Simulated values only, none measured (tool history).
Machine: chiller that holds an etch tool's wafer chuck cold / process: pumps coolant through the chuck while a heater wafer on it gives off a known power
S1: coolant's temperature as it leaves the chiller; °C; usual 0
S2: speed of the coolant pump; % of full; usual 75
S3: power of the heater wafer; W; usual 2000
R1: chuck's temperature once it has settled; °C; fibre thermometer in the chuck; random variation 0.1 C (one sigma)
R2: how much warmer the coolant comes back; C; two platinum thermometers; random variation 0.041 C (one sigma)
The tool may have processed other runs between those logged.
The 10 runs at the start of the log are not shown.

| run | day | S1 | S2 | S3 | R1 | R2 |
|---|---|---|---|---|---|---|
|  | 28.375 | coolant pump overhauled |
| 11 | 28.925 | -8 | 75 | 2000 | 15.9 | 11.86 |
| 12 | 32.404 | -8 | 75 | 2000 | 16 | 11.91 |
| 13 | 35.733 | 0 | 75 | 2000 | 24.2 | 11.96 |
| 14 | 37.283 | 0 | 75 | 2000 | 23.9 | 12.01 |
|  | 39.704 | coolant pump overhauled, once more |
| 15 | 39.925 | 0 | 75 | 2000 | 19.9 | 9.56 |
| 16 | 42.379 | -9 | 75 | 2000 | 10.8 | 9.58 |
| 17 | 45.425 | -9 | 75 | 2000 | 11.1 | 9.6 |
| 18 | 48.517 | -3 | 61 | 2000 | 21.7 | 12.16 |
| 19 | 50.975 | -3 | 61 | 2000 | 21.6 | 12.3 |
| 20 | 54.012 | 7 | 95 | 1972 | 22.9 | 7.34 |
| 21 | 57.55 | -3 | 66 | 1972 | 19.6 | 11.04 |
| 22 | 60.254 | -3 | 66 | 1972 | 19.6 | 11.03 |
| 23 | 62.958 | 5 | 67 | 1972 | 27.4 | 10.92 |
| 24 | 65.442 | 7 | 72 | 1974 | 27.9 | 10.07 |
| 25 | 67.646 | 7 | 72 | 1974 | 27.9 | 10.11 |
| 26 | 70.025 | 7 | 72 | 1974 | 28.2 | 10.1 |
| 27 | 72.483 | 9 | 96 | 2000 | 25 | 7.45 |

What does the tool deliver on the next run?
| 28 | 74.554 | 9 | 96 | 2000 | ? | ? |

Run 28 produced R1 25.2 °C, R2 7.45 C.
On a tool with no hidden condition, and with the same random variation, this run would have come out at R1 23.6 °C, R2 7.24 C.
